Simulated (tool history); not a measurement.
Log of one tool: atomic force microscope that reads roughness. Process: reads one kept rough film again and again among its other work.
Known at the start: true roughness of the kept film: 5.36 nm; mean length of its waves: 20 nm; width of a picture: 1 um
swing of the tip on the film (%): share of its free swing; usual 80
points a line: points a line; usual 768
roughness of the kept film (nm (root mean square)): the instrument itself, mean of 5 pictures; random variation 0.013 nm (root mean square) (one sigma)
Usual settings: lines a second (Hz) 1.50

run	hour	lines a second (Hz)	swing of the tip on the film (%)	points a line	roughness of the kept film (nm (root mean square))
1	0.0	1.50	80	768	3.063
2	11.9	1.50	80	768	3.083
3	17.3	3.48	80	768	2.636
4	25.9	2.55	80	768	2.807
5	36.1	2.55	80	768	2.799
6	42.8	2.55	80	768	2.800
7	50.7	2.55	68	768	3.088
8	58.8	1.50	80	768	3.040
9	70.3	1.50	80	586	3.022
10	76.1	1.50	80	586	3.057
11	86.1	1.57	80	586	3.040
12	91.9	1.57	80	586	3.047
13	103.4	1.50	80	768	3.044
14	114.4	1.50	80	768	3.065
15	126.5	1.50	80	768	3.047
16	132.9	1.50	80	768	3.039
17	142.5	1.50	70	768	3.210
18	153.0	1.50	80	295	2.967
19	161.4	1.50	80	560	3.034
20	170.1	1.50	68	560	3.217
21	176.5	2.06	61	401	3.245
22	185.3	1.73	61	588	3.289
23	194.8	1.63	61	540	3.296
24	206.8	1.63	61	540	3.294
25	217.6	1.63	61	540	3.257
26	225.0	1.48	64	258	3.180
27	233.2	1.37	64	727	3.283
28	244.4	1.37	64	727	3.284
29	253.5	1.37	64	727	3.297
30	261.4	1.37	56	670	3.378
31	270.4	1.37	56	670	3.381
32	275.6	1.01	55	749	3.401
33	285.5	1.01	55	749	3.393
34	294.4	0.61	71	887	3.336
35	299.5	3.61	56	887	3.199
36	305.4	0.56	57	887	3.433
37	312.0	3.14	61	847	3.123
38	319.1	0.59	88	620	3.200
39	326.9	0.59	88	620	3.207
40	338.8	2.79	80	625	2.722

Forecast each of these 3 alternatives for the next run:
A	348.9	3.34	80	900	?
B	348.9	1.42	84	625	?
C	348.9	1.52	78	599	?

run	roughness of the kept film (nm (root mean square))
A	2.625
B	2.987
C	3.062
Without the tool's hidden state the same runs would have given:
run	roughness of the kept film (nm (root mean square))
A	2.643
B	3.007
C	3.082
